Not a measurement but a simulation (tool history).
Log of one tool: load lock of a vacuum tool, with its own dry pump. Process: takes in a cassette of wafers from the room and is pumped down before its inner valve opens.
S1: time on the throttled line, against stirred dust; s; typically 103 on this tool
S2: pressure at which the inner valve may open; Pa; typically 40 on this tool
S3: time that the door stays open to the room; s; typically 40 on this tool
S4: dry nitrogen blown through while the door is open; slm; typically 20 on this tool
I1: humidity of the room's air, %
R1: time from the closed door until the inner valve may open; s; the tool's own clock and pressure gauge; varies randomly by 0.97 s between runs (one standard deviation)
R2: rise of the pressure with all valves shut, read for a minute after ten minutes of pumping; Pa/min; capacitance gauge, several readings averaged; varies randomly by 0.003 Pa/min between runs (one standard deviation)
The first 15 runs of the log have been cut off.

run     day   S1  S2   S3  S4    I1     R1     R2
 16  40.917  103  40   40  20  45.2  154.3  0.034
 17  43.188  103  40   40  20  43.2  156.5  0.034
 18  46.971  103  40   40  20  42.1  155.7  0.034
 19  50.921  103  40   40  20  48.7  155.9  0.037
 20  53.054  103  40   40  20  44.8  155.9  0.036
 21  56.233  103  40   40  20  45.4  157.2  0.033
 22  59.038  103  31   77  13  44.1  159.3  0.050
 23  60.971  103  40   29  20  42.5  154.9  0.027
 24  65.108  103  40   29  20  44.4  156.1  0.033
 25  68.017  103  40   29  20  42.2  159.2  0.031
 26  70.579  133  43  196   8  44.9  180.2  0.079
 27  74.346  133  43  196   8  43.8  181.4  0.071
 28  76.162  133  65  196  40  43.0  178.4  0.042
 29  78.512  133  65  196  40  43.7  176.7  0.046
 30  81.204   61  40   40  20  47.2  121.3  0.046
 31  84.629  103  65   35  20  45.3  152.0  0.041
 32  87.338  103  65   35  20  47.0  152.3  0.037
 33  90.567  103  65   35  41  42.5  151.4  0.030

Here are 3 independent what-if runs from the current tool condition. What would each one return?
  A  92.896  111  65  35  12  45.7   ?   ?
  B  92.896   57  65  35  41  45.2   ?   ?
  C  92.896  187  55  32  20  47.4   ?   ?

run     R1     R2
  A  161.2  0.045
  B  114.4  0.033
  C  223.1  0.040
The same runs, with their run-to-run variation unchanged, on a tool lacking any hidden condition would have given:
run     R1     R2
  A  157.8  0.031
  B  110.5  0.019
  C  220.6  0.026

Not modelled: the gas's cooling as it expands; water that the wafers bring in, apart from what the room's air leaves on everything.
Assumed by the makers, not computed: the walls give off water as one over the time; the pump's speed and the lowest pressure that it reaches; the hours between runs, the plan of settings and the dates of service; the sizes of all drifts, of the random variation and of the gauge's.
